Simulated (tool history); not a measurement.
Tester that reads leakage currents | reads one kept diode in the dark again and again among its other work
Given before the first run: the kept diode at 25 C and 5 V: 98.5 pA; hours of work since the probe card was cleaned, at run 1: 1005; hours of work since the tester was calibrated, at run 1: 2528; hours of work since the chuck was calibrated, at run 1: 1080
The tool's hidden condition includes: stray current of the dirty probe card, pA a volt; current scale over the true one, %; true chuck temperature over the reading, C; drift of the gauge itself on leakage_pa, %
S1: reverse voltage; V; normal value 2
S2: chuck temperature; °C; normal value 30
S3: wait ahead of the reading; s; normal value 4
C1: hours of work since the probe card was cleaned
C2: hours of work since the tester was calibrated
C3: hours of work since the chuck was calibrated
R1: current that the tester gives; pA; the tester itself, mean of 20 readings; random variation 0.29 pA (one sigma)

Run 1, day 0: usual settings; C1 1005; C2 2528; C3 1080. Result: R1 107.57 pA.
Run 2, day 2.662: usual settings but S3 0.57 s; C1 1032; C2 2554; C3 1106. Result: R1 107.8 pA.
Run 3, day 7.292: usual settings; C1 1077; C2 2600; C3 1152. Result: R1 108.11 pA.
Run 4, day 10.792: usual settings; C1 1111; C2 2634; C3 1186. Result: R1 108.63 pA.
Run 5, day 15.504: usual settings; C1 1158; C2 2680; C3 1232. Result: R1 108.75 pA.
Run 6, day 21.658: usual settings; C1 1218; C2 2741; C3 1293. Result: R1 109.82 pA.
Run 7, day 25.229: usual settings; C1 1253; C2 2776; C3 1328. Result: R1 109.75 pA.
Run 8, day 31.467: usual settings; C1 1314; C2 2837; C3 1389. Result: R1 111.01 pA.
Run 9, day 36.746: usual settings but S3 1.87 s; C1 1366; C2 2889; C3 1441. Result: R1 111.02 pA.
At day 38.346: chuck's temperature calibrated.
Run 10, day 39.462: usual settings but S3 1.87 s; C1 1392; C2 2915; C3 11. Result: R1 98.83 pA.
Run 11, day 44.342: usual settings but S3 1.87 s; C1 1440; C2 2962; C3 59. Result: R1 99.79 pA.
Run 12, day 49.533: usual settings but S1 9.45 V, S3 1.87 s; C1 1491; C2 3013; C3 110. Result: R1 244.05 pA.
Run 13, day 55.679: usual settings but S1 9.45 V, S3 1.87 s; C1 1551; C2 3074; C3 170. Result: R1 246.63 pA.
Run 14, day 59.15: usual settings but S2 36 °C; C1 1585; C2 3108; C3 204. Result: R1 170.27 pA.
Run 15, day 63.354: usual settings but S1 17.15 V; C1 1626; C2 3149; C3 245. Result: R1 351.89 pA.
Run 16, day 69.229: usual settings but S1 17.15 V; C1 1684; C2 3207; C3 303. Result: R1 354.34 pA.
Run 17, day 72.896: usual settings but S3 2.66 s; C1 1720; C2 3243; C3 339. Result: R1 102.26 pA.
At day 73.317: probe card cleaned and baked.
Run 18, day 77.804: usual settings but S3 2.66 s; C1 44; C2 3290; C3 386. Result: R1 104.52 pA.
Run 19, day 84.154: usual settings but S1 2.68 V, S2 58 °C, S3 4.28 s; C1 106; C2 3352; C3 448. Result: R1 1246.08 pA.
Run 20, day 89.392: usual settings but S1 17.83 V, S2 32 °C, S3 2.08 s; C1 158; C2 3403; C3 500. Result: R1 457.35 pA.
At day 90.246: probe card cleaned and baked, once more.
Run 21, day 95.583: usual settings but S1 17.83 V, S2 32 °C, S3 2.08 s; C1 52; C2 3463; C3 559. Result: R1 405.33 pA.
Run 22, day 101.358: usual settings but S1 4.53 V, S2 52 °C, S3 6.07 s; C1 109; C2 3520; C3 616. Result: R1 1048.93 pA.
Run 23, day 106.45: usual settings but S1 3.07 V, S2 41 °C, S3 1.63 s; C1 159; C2 3570; C3 666. Result: R1 339.91 pA.
Run 24, day 112.329: usual settings but S1 1.32 V, S3 9.85 s; C1 217; C2 3627; C3 724. Result: R1 80.69 pA.
Run 25, day 116.975: usual settings but S1 2.33 V, S2 28 °C, S3 7.46 s; C1 262; C2 3673; C3 769. Result: R1 92.33 pA.
Run 26, day 121.008: usual settings but S1 17.04 V, S2 34 °C, S3 2.18 s; C1 302; C2 3712; C3 809. Result: R1 487.01 pA.
Run 27, day 125.912: usual settings but S1 18.74 V, S2 34 °C, S3 3.44 s; C1 350; C2 3761; C3 857. Result: R1 515.63 pA.
Run 28, day 128.671: usual settings but S1 18.57 V, S2 21 °C; C1 377; C2 3788; C3 884. Result: R1 157.51 pA.
Run 29, day 133.492: usual settings but S1 14.06 V, S3 0.36 s; C1 424; C2 3835; C3 931. Result: R1 315.88 pA.
Run 30, day 136.979: usual settings but S1 14.06 V, S3 0.36 s; C1 459; C2 3869; C3 966. Result: R1 317.84 pA.
Run 31, day 139.629: usual settings but S1 12.03 V, S2 34 °C, S3 3.72 s; C1 485; C2 3895; C3 992. Result: R1 406.92 pA.
Run 32, day 143.021: usual settings but S1 12.03 V, S2 34 °C, S3 3.72 s; C1 518; C2 3928; C3 1025. Result: R1 409.75 pA.
Run 33, day 147.333: usual settings but S2 53 °C, S3 8.05 s; C1 560; C2 3971; C3 1067. Result: R1 745.66 pA.
Run 34, day 150.738: usual settings but S2 53 °C, S3 8.05 s; C1 594; C2 4004; C3 1101. Result: R1 744.9 pA.
Run 35, day 153.867: usual settings but S2 32 °C, S3 0.57 s; C1 624; C2 4035; C3 1131. Result: R1 126.94 pA.

Across each entry between runs, compare the hidden state at the last listed run before it with the hidden state at the first listed run after it:
Runs 9 to 10: chuck's temperature calibrated (day 38.346)
  stray current of the dirty probe card, pA a volt: 1.448 -> 1.473; current scale over the true one, %: 1.82 -> 1.84; true chuck temperature over the reading, C: 1.21 -> -0.11
  the result without the hidden state subtracted from the measured one, R1: +16.03 -> +3.74 pA
Runs 17 to 18: probe card cleaned and baked (day 73.317)
  stray current of the dirty probe card, pA a volt: 1.797 -> 2.907; current scale over the true one, %: 2.05 -> 2.07; true chuck temperature over the reading, C: 0.15 -> 0.18
  the result without the hidden state subtracted from the measured one, R1: +6.94 -> +9.51 pA
Runs 20 to 21: probe card cleaned and baked, once more (day 90.246)
  stray current of the dirty probe card, pA a volt: 3.022 -> 0.074; current scale over the true one, %: 2.14 -> 2.18; true chuck temperature over the reading, C: 0.27 -> 0.32
  the result without the hidden state subtracted from the measured one, R1: +72.57 -> +20.87 pA

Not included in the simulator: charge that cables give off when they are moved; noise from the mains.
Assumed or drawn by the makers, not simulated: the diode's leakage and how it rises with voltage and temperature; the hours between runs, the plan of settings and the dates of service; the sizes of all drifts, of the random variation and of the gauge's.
